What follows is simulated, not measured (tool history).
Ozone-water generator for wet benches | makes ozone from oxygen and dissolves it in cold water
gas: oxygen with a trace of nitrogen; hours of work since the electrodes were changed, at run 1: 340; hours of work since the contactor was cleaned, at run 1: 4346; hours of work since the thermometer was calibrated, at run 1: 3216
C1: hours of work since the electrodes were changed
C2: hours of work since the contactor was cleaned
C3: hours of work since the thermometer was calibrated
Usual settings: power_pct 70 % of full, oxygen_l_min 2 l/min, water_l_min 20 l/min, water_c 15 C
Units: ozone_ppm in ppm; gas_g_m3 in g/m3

{"run": 1, "day": 0.0, "power_pct": 70, "oxygen_l_min": 2, "water_l_min": 20, "water_c": 15, "C1": 340, "C2": 4346, "C3": 3216, "ozone_ppm": 12, "gas_g_m3": 187.6}
{"run": 2, "day": 3.946, "power_pct": 73, "oxygen_l_min": 2, "water_l_min": 20, "water_c": 15, "C1": 412, "C2": 4417, "C3": 3288, "ozone_ppm": 12.6, "gas_g_m3": 194.7}
{"run": 3, "day": 7.058, "power_pct": 70, "oxygen_l_min": 2, "water_l_min": 20, "water_c": 13, "C1": 468, "C2": 4473, "C3": 3344, "ozone_ppm": 12.3, "gas_g_m3": 189.5}
{"run": 4, "day": 9.304, "power_pct": 63, "oxygen_l_min": 2, "water_l_min": 20, "water_c": 13, "C1": 508, "C2": 4514, "C3": 3384, "ozone_ppm": 11.2, "gas_g_m3": 170.7}
{"run": 5, "day": 11.608, "power_pct": 63, "oxygen_l_min": 2, "water_l_min": 20, "water_c": 13, "C1": 550, "C2": 4556, "C3": 3426, "ozone_ppm": 11.1, "gas_g_m3": 171.5}
{"run": 6, "day": 15.475, "power_pct": 70, "oxygen_l_min": 2, "water_l_min": 24, "water_c": 15, "C1": 619, "C2": 4625, "C3": 3495, "ozone_ppm": 9.9, "gas_g_m3": 190.1}
{"day": 16.604, "done": "water thermometer calibrated"}
{"run": 7, "day": 19.417, "power_pct": 70, "oxygen_l_min": 2.06, "water_l_min": 20, "water_c": 15, "C1": 690, "C2": 4696, "C3": 51, "ozone_ppm": 12.2, "gas_g_m3": 188.3}
{"run": 8, "day": 21.15, "power_pct": 70, "oxygen_l_min": 2, "water_l_min": 20, "water_c": 22, "C1": 721, "C2": 4727, "C3": 82, "ozone_ppm": 11.3, "gas_g_m3": 187}
{"run": 9, "day": 24.325, "power_pct": 70, "oxygen_l_min": 2, "water_l_min": 20, "water_c": 22, "C1": 779, "C2": 4784, "C3": 139, "ozone_ppm": 11.5, "gas_g_m3": 189.9}
{"run": 10, "day": 27.442, "power_pct": 70, "oxygen_l_min": 2.34, "water_l_min": 20, "water_c": 22, "C1": 835, "C2": 4841, "C3": 195, "ozone_ppm": 12.1, "gas_g_m3": 178}
{"run": 11, "day": 29.954, "power_pct": 42, "oxygen_l_min": 2, "water_l_min": 20, "water_c": 15, "C1": 880, "C2": 4886, "C3": 241, "ozone_ppm": 7.3, "gas_g_m3": 116.7}
{"run": 12, "day": 33.471, "power_pct": 42, "oxygen_l_min": 2, "water_l_min": 20, "water_c": 15, "C1": 944, "C2": 4949, "C3": 304, "ozone_ppm": 7.5, "gas_g_m3": 118.5}
{"run": 13, "day": 37.229, "power_pct": 42, "oxygen_l_min": 2, "water_l_min": 20, "water_c": 15, "C1": 1011, "C2": 5017, "C3": 372, "ozone_ppm": 7.2, "gas_g_m3": 118}
{"run": 14, "day": 39.233, "power_pct": 42, "oxygen_l_min": 2, "water_l_min": 20, "water_c": 15, "C1": 1047, "C2": 5053, "C3": 408, "ozone_ppm": 7.4, "gas_g_m3": 118.9}
{"run": 15, "day": 41.133, "power_pct": 42, "oxygen_l_min": 2, "water_l_min": 21, "water_c": 15, "C1": 1082, "C2": 5087, "C3": 442, "ozone_ppm": 7, "gas_g_m3": 116.5}
{"run": 16, "day": 44.65, "power_pct": 70, "oxygen_l_min": 1.49, "water_l_min": 20, "water_c": 15, "C1": 1145, "C2": 5151, "C3": 506, "ozone_ppm": 10.6, "gas_g_m3": 214.2}
{"run": 17, "day": 48.85, "power_pct": 81, "oxygen_l_min": 1.49, "water_l_min": 20, "water_c": 15, "C1": 1221, "C2": 5227, "C3": 581, "ozone_ppm": 12.1, "gas_g_m3": 247.2}
{"day": 52.067, "done": "gauge calibrated"}
{"run": 18, "day": 52.942, "power_pct": 70, "oxygen_l_min": 2, "water_l_min": 20, "water_c": 21, "C1": 1295, "C2": 5300, "C3": 655, "ozone_ppm": 11.5, "gas_g_m3": 186.9}
{"run": 19, "day": 55.012, "power_pct": 70, "oxygen_l_min": 2.11, "water_l_min": 20, "water_c": 10, "C1": 1332, "C2": 5338, "C3": 692, "ozone_ppm": 12.8, "gas_g_m3": 183.9}
{"run": 20, "day": 57.979, "power_pct": 54, "oxygen_l_min": 2, "water_l_min": 27, "water_c": 19, "C1": 1385, "C2": 5391, "C3": 746, "ozone_ppm": 6.7, "gas_g_m3": 147.6}
{"run": 21, "day": 61.438, "power_pct": 54, "oxygen_l_min": 2, "water_l_min": 27, "water_c": 19, "C1": 1448, "C2": 5454, "C3": 808, "ozone_ppm": 6.6, "gas_g_m3": 148.9}
{"run": 22, "day": 65.496, "power_pct": 47, "oxygen_l_min": 1.73, "water_l_min": 27, "water_c": 15, "C1": 1521, "C2": 5527, "C3": 881, "ozone_ppm": 5.5, "gas_g_m3": 137.6}
{"run": 23, "day": 69.433, "power_pct": 63, "oxygen_l_min": 1.73, "water_l_min": 27, "water_c": 20, "C1": 1592, "C2": 5598, "C3": 952, "ozone_ppm": 7.3, "gas_g_m3": 183.4}
{"run": 24, "day": 73.171, "power_pct": 57, "oxygen_l_min": 2.5, "water_l_min": 20, "water_c": 10, "C1": 1659, "C2": 5665, "C3": 1020, "ozone_ppm": 11.2, "gas_g_m3": 143.5}
{"run": 25, "day": 76.962, "power_pct": 41, "oxygen_l_min": 2.12, "water_l_min": 17, "water_c": 15, "C1": 1728, "C2": 5733, "C3": 1088, "ozone_ppm": 8.7, "gas_g_m3": 112.3}
{"run": 26, "day": 79.217, "power_pct": 83, "oxygen_l_min": 1.55, "water_l_min": 23, "water_c": 11, "C1": 1768, "C2": 5774, "C3": 1129, "ozone_ppm": 11.1, "gas_g_m3": 247.2}
{"run": 27, "day": 80.967, "power_pct": 83, "oxygen_l_min": 1.55, "water_l_min": 19, "water_c": 23, "C1": 1800, "C2": 5806, "C3": 1160, "ozone_ppm": 12.7, "gas_g_m3": 248}
{"run": 28, "day": 83.217, "power_pct": 41, "oxygen_l_min": 2, "water_l_min": 15, "water_c": 15, "C1": 1840, "C2": 5846, "C3": 1201, "ozone_ppm": 9.6, "gas_g_m3": 114.3}
{"run": 29, "day": 85.467, "power_pct": 88, "oxygen_l_min": 2, "water_l_min": 20, "water_c": 15, "C1": 1881, "C2": 5887, "C3": 1242, "ozone_ppm": 14.9, "gas_g_m3": 235.6}
{"run": 30, "day": 87.758, "power_pct": 63, "oxygen_l_min": 1.48, "water_l_min": 25, "water_c": 14, "C1": 1922, "C2": 5928, "C3": 1283, "ozone_ppm": 7.6, "gas_g_m3": 195.7}
{"run": 31, "day": 90.942, "power_pct": 63, "oxygen_l_min": 1.48, "water_l_min": 25, "water_c": 14, "C1": 1980, "C2": 5985, "C3": 1340, "ozone_ppm": 7.7, "gas_g_m3": 193.8}
{"run": 32, "day": 94.921, "power_pct": 63, "oxygen_l_min": 1.48, "water_l_min": 25, "water_c": 14, "C1": 2051, "C2": 6057, "C3": 1412, "ozone_ppm": 7.6, "gas_g_m3": 194.5}

3 ways to go on from here, each from the tool as it stands after run 32. What would each give?
{"run": "A", "day": 97.162, "power_pct": 63, "oxygen_l_min": 1.48, "water_l_min": 13, "water_c": 12, "C1": 2092, "C2": 6098, "C3": 1452, "ozone_ppm": "?", "gas_g_m3": "?"}
{"run": "B", "day": 97.162, "power_pct": 70, "oxygen_l_min": 1.52, "water_l_min": 20, "water_c": 15, "C1": 2092, "C2": 6098, "C3": 1452, "ozone_ppm": "?", "gas_g_m3": "?"}
{"run": "C", "day": 97.162, "power_pct": 70, "oxygen_l_min": 1.73, "water_l_min": 20, "water_c": 9, "C1": 2092, "C2": 6098, "C3": 1452, "ozone_ppm": "?", "gas_g_m3": "?"}

run=A ozone_ppm=14.9 gas_g_m3=194.4
run=B ozone_ppm=10.9 gas_g_m3=215
run=C ozone_ppm=11.8 gas_g_m3=203.2
Without the tool's hidden state the same runs would have given:
run=A ozone_ppm=14.9 gas_g_m3=189.5
run=B ozone_ppm=10.9 gas_g_m3=209.6
run=C ozone_ppm=11.8 gas_g_m3=198.1

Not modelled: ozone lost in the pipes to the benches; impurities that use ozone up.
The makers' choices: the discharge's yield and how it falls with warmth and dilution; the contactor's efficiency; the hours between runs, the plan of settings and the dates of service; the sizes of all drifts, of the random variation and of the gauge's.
